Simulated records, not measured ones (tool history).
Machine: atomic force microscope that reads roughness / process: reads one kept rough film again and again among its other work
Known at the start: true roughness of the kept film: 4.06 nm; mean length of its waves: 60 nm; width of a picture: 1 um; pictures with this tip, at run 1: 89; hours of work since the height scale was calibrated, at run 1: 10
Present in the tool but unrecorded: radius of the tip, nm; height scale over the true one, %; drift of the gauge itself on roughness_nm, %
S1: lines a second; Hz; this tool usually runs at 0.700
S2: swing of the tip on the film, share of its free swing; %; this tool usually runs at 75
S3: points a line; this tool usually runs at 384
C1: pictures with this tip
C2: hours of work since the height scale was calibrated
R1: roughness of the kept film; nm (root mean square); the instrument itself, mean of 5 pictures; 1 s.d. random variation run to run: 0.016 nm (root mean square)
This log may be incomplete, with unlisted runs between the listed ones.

| run | day | S1 | S2 | S3 | C1 | C2 | R1 |
|---|---|---|---|---|---|---|---|
| 1 | 0.000 | 0.700 | 75 | 384 | 89 | 10 | 3.790 |
| 2 | 1.004 | 0.700 | 75 | 384 | 115 | 27 | 3.768 |
| 3 | 2.246 | 0.700 | 75 | 384 | 147 | 48 | 3.747 |
| 4 | 4.162 | 0.700 | 75 | 384 | 197 | 81 | 3.698 |
| 5 | 5.933 | 0.700 | 75 | 384 | 243 | 112 | 3.647 |
| 6 | 7.517 | 0.700 | 79 | 384 | 284 | 139 | 3.614 |
|  | 8.567 | new tip fitted |
| 7 | 9.021 | 0.700 | 75 | 481 | 12 | 164 | 3.901 |
| 8 | 10.921 | 0.700 | 75 | 384 | 61 | 197 | 3.845 |
| 9 | 12.146 | 0.700 | 75 | 384 | 93 | 218 | 3.799 |
| 10 | 13.988 | 0.700 | 75 | 384 | 141 | 250 | 3.794 |
|  | 14.217 | height scale calibrated on a step standard |
| 11 | 15.483 | 0.657 | 75 | 384 | 179 | 22 | 3.730 |
| 12 | 16.796 | 0.657 | 75 | 384 | 213 | 44 | 3.718 |
| 13 | 18.012 | 1.658 | 75 | 384 | 244 | 65 | 3.576 |
| 14 | 18.871 | 0.678 | 75 | 384 | 266 | 80 | 3.669 |
| 15 | 19.721 | 0.678 | 75 | 384 | 288 | 95 | 3.636 |
|  | 20.596 | new tip fitted |
| 16 | 20.971 | 0.678 | 75 | 384 | 9 | 116 | 3.884 |
|  | 21.179 | height scale calibrated on a step standard, once more |
| 17 | 22.325 | 0.678 | 75 | 384 | 43 | 20 | 3.856 |
| 18 | 24.188 | 0.700 | 75 | 436 | 92 | 52 | 3.818 |
| 19 | 25.279 | 0.700 | 75 | 436 | 120 | 71 | 3.793 |
| 20 | 27.142 | 0.700 | 75 | 436 | 168 | 103 | 3.756 |
| 21 | 29.138 | 0.700 | 75 | 436 | 220 | 137 | 3.687 |
| 22 | 31.167 | 2.757 | 75 | 384 | 273 | 172 | 3.461 |
|  | 32.538 | new tip fitted |
| 23 | 32.738 | 2.757 | 75 | 384 | 5 | 198 | 3.718 |
| 24 | 34.312 | 0.700 | 85 | 384 | 46 | 225 | 3.831 |
| 25 | 35.629 | 0.597 | 81 | 342 | 80 | 248 | 3.802 |
| 26 | 36.504 | 1.627 | 83 | 342 | 103 | 263 | 3.648 |
| 27 | 37.383 | 2.042 | 77 | 390 | 125 | 278 | 3.645 |
| 28 | 38.217 | 2.042 | 77 | 390 | 147 | 293 | 3.656 |
| 29 | 39.192 | 0.800 | 75 | 591 | 172 | 309 | 3.696 |
| 30 | 40.646 | 0.800 | 75 | 591 | 210 | 334 | 3.726 |
| 31 | 42.096 | 0.800 | 87 | 397 | 248 | 359 | 3.604 |
| 32 | 44.008 | 1.284 | 67 | 439 | 297 | 392 | 3.636 |

The same runs without the tool's hidden state, with the same run-to-run variation:
| run | R1 |
|---|---|
| 1 | 3.897 |
| 2 | 3.901 |
| 3 | 3.908 |
| 4 | 3.898 |
| 5 | 3.887 |
| 6 | 3.892 |
| 7 | 3.913 |
| 8 | 3.901 |
| 9 | 3.885 |
| 10 | 3.924 |
| 11 | 3.888 |
| 12 | 3.909 |
| 13 | 3.789 |
| 14 | 3.906 |
| 15 | 3.892 |
| 16 | 3.872 |
| 17 | 3.904 |
| 18 | 3.914 |
| 19 | 3.916 |
| 20 | 3.920 |
| 21 | 3.895 |
| 22 | 3.704 |
| 23 | 3.716 |
| 24 | 3.870 |
| 25 | 3.873 |
| 26 | 3.736 |
| 27 | 3.752 |
| 28 | 3.784 |
| 29 | 3.850 |
| 30 | 3.916 |
| 31 | 3.821 |
| 32 | 3.898 |
